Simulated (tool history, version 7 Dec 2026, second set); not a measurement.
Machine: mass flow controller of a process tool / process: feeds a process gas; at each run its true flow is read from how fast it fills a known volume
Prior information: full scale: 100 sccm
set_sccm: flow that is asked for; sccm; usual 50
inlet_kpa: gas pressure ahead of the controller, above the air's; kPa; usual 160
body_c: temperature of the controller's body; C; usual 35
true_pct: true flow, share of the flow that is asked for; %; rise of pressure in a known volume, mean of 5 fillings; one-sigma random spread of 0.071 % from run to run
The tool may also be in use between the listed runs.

| run | hour | set_sccm | inlet_kpa | body_c | true_pct |
|---|---|---|---|---|---|
| 1 | 0 | 50 | 160 | 35 | 99.75 |
| 2 | 404.2 | 50 | 160 | 35 | 99.6 |
| 3 | 716.7 | 50 | 160 | 35 | 99.65 |
| 4 | 1100.4 | 50 | 160 | 35 | 99.67 |
| 5 | 1617.5 | 50 | 160 | 35 | 99.5 |
| 6 | 1860.2 | 50 | 160 | 35 | 99.44 |
| 7 | 2145.7 | 50 | 160 | 35 | 99.51 |
| 8 | 2498 | 50 | 160 | 35 | 99.36 |
| 9 | 2753.7 | 30 | 160 | 35 | 99.66 |
| 10 | 3254.8 | 50 | 270 | 35 | 98.89 |
| 11 | 3721.3 | 50 | 160 | 23 | 98.82 |
| 12 | 4047 | 50 | 160 | 35 | 99.11 |
| 13 | 4395.4 | 50 | 160 | 35 | 98.93 |
| 14 | 4770 | 50 | 160 | 27 | 98.75 |
| 15 | 5288.8 | 50 | 160 | 35 | 99.01 |
| 16 | 5682.7 | 50 | 160 | 28 | 98.54 |
| 17 | 6216.6 | 50 | 160 | 28 | 98.46 |
| 18 | 6460.9 | 50 | 160 | 28 | 98.53 |
| 19 | 6710.4 | 50 | 148 | 35 | 98.68 |
| 20 | 7011.3 | 50 | 148 | 35 | 98.78 |
|  | 7062.6 | controller's zero set anew |
| 21 | 7241.2 | 50 | 239 | 35 | 98.92 |
| 22 | 7774.6 | 45 | 217 | 29 | 98.84 |
| 23 | 8245.4 | 14 | 172 | 24 | 104.24 |
| 24 | 8617.9 | 14 | 172 | 24 | 104.39 |
| 25 | 9134.8 | 14 | 172 | 24 | 104.41 |
| 26 | 9662.8 | 14 | 172 | 24 | 104.65 |
| 27 | 9963.7 | 11 | 199 | 24 | 107.19 |
|  | 10098.4 | controller's zero set anew, once more |
| 28 | 10333.9 | 53 | 149 | 26 | 95.83 |
| 29 | 10803 | 53 | 149 | 26 | 95.83 |
| 30 | 11202.8 | 50 | 272 | 30 | 95.53 |
| 31 | 11534.7 | 36 | 160 | 34 | 95.93 |
|  | 11799 | controller exchanged for a calibrated one |
| 32 | 11938.5 | 36 | 160 | 34 | 100.25 |
| 33 | 12291.9 | 15 | 259 | 35 | 99.98 |
| 34 | 12542.2 | 92 | 165 | 35 | 100.32 |
| 35 | 12893.5 | 12 | 253 | 35 | 100.35 |
| 36 | 13220.3 | 12 | 253 | 35 | 100.52 |
| 37 | 13490.9 | 50 | 141 | 35 | 100.17 |
| 38 | 13862 | 80 | 203 | 37 | 100.08 |
| 39 | 14360 | 26 | 161 | 34 | 100.21 |
| 40 | 14876.9 | 13 | 192 | 24 | 100.88 |
| 41 | 15347.1 | 50 | 160 | 23 | 99.3 |
| 42 | 15748.4 | 66 | 160 | 33 | 99.61 |

Below are 5 alternative next runs, each starting from the tool's condition after run 42. Predict each:
| A | 16020.2 | 36 | 235 | 38 | ? |
| B | 16020.2 | 70 | 160 | 35 | ? |
| C | 16020.2 | 50 | 259 | 22 | ? |
| D | 16020.2 | 43 | 179 | 28 | ? |
| E | 16020.2 | 66 | 258 | 29 | ? |

| run | true_pct |
|---|---|
| A | 99.67 |
| B | 99.56 |
| C | 98.87 |
| D | 99.44 |
| E | 99.13 |
With no hidden state in the tool, these same runs would have given:
| run | true_pct |
|---|---|
| A | 99.83 |
| B | 100.27 |
| C | 99.35 |
| D | 99.79 |
| E | 99.8 |
